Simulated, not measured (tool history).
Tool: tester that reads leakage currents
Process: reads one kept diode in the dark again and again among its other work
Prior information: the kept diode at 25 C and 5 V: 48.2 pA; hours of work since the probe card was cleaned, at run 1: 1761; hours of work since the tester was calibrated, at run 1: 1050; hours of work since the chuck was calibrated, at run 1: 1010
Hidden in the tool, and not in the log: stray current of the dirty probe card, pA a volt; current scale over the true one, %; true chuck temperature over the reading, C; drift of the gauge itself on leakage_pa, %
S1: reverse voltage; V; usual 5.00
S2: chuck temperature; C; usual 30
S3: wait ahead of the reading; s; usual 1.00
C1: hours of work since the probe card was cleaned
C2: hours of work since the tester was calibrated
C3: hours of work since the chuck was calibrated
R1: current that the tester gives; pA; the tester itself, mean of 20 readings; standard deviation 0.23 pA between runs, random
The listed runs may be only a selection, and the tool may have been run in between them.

Run 1, hour 0.0: usual settings; C1 1761; C2 1050; C3 1010. Result: R1 80.46 pA.
Run 2, hour 85.1: usual settings but S1 1.36 V; C1 1808; C2 1097; C3 1057. Result: R1 37.22 pA.
Run 3, hour 284.0: usual settings but S1 1.36 V; C1 1918; C2 1208; C3 1167. Result: R1 37.61 pA.
Run 4, hour 382.9: usual settings but S1 1.36 V; C1 1973; C2 1262; C3 1222. Result: R1 37.72 pA.
Run 5, hour 575.3: usual settings but S1 1.36 V; C1 2079; C2 1369; C3 1329. Result: R1 38.10 pA.
Run 6, hour 742.4: usual settings but S1 1.36 V; C1 2172; C2 1462; C3 1421. Result: R1 38.07 pA.
Run 7, hour 848.0: usual settings; C1 2231; C2 1520; C3 1480. Result: R1 83.52 pA.
Run 8, hour 1041.3: usual settings; C1 2338; C2 1627; C3 1587. Result: R1 83.99 pA.
At hour 1197.8: probe card cleaned and baked.
Run 9, hour 1215.4: usual settings; C1 10; C2 1722; C3 1682. Result: R1 82.16 pA.
Run 10, hour 1306.4: usual settings; C1 60; C2 1773; C3 1732. Result: R1 82.53 pA.
Run 11, hour 1509.5: usual settings but S1 5.97 V; C1 173; C2 1885; C3 1845. Result: R1 91.94 pA.
At hour 1653.2: chuck's temperature calibrated.
Run 12, hour 1701.9: usual settings but S1 5.97 V; C1 278; C2 1991; C3 27. Result: R1 93.90 pA.
Run 13, hour 1808.7: usual settings; C1 337; C2 2050; C3 86. Result: R1 85.53 pA.
Run 14, hour 1893.4: usual settings; C1 384; C2 2097; C3 133. Result: R1 85.99 pA.
Run 15, hour 2094.0: usual settings but S3 1.26 s; C1 495; C2 2208; C3 244. Result: R1 86.57 pA.
Run 16, hour 2247.6: usual settings but S3 1.26 s; C1 581; C2 2293; C3 329. Result: R1 86.50 pA.
At hour 2324.9: chuck's temperature calibrated, once more.
Run 17, hour 2388.9: usual settings but S3 1.26 s; C1 658; C2 2370; C3 35. Result: R1 74.30 pA.
Run 18, hour 2581.8: usual settings but S3 1.26 s; C1 765; C2 2477; C3 142. Result: R1 75.19 pA.
Run 19, hour 2667.3: usual settings but S2 36 C, S3 1.26 s; C1 812; C2 2524; C3 190. Result: R1 121.95 pA.
Run 20, hour 2792.4: usual settings but S2 36 C, S3 1.26 s; C1 881; C2 2594; C3 259. Result: R1 122.48 pA.
Run 21, hour 2925.8: usual settings but S2 23 C, S3 0.80 s; C1 955; C2 2668; C3 333. Result: R1 42.81 pA.
Run 22, hour 3013.1: usual settings but S1 2.59 V, S2 22 C, S3 0.65 s; C1 1004; C2 2716; C3 381. Result: R1 26.85 pA.
Run 23, hour 3125.9: usual settings but S1 7.94 V, S2 43 C; C1 1066; C2 2779; C3 444. Result: R1 282.12 pA.
Run 24, hour 3208.3: usual settings but S2 33 C, S3 1.44 s; C1 1112; C2 2824; C3 489. Result: R1 97.96 pA.
Run 25, hour 3346.1: usual settings but S1 2.70 V, S2 22 C, S3 1.44 s; C1 1188; C2 2901; C3 566. Result: R1 27.50 pA.
Run 26, hour 3522.9: usual settings but S1 17.92 V, S2 26 C, S3 2.07 s; C1 1286; C2 2999; C3 664. Result: R1 120.84 pA.
Run 27, hour 3611.6: usual settings but S1 17.92 V, S2 26 C, S3 2.07 s; C1 1335; C2 3048; C3 713. Result: R1 122.26 pA.
Run 28, hour 3775.7: usual settings but S1 5.98 V, S2 43 C, S3 8.92 s; C1 1426; C2 3139; C3 804. Result: R1 242.57 pA.
Run 29, hour 3860.5: usual settings but S1 1.07 V, S2 29 C; C1 1473; C2 3186; C3 851. Result: R1 29.13 pA.
Run 30, hour 3953.1: usual settings but S1 1.07 V, S2 29 C; C1 1525; C2 3237; C3 902. Result: R1 29.45 pA.
Run 31, hour 4142.8: usual settings but S1 9.88 V, S2 29 C, S3 2.89 s; C1 1630; C2 3342; C3 1007. Result: R1 109.89 pA.

Run 32 has not been measured yet. What should we expect?
Run 32, hour 4252.0: usual settings but S1 6.81 V, S2 37 C, S3 1.53 s; C1 1690; C2 3403; C3 1068. Result: R1 ?.

{"run 32": {"R1": 167.64}}
Take away the tool's hidden state, keep the run-to-run variation as it was, and the same run would have given R1 156.13 pA.
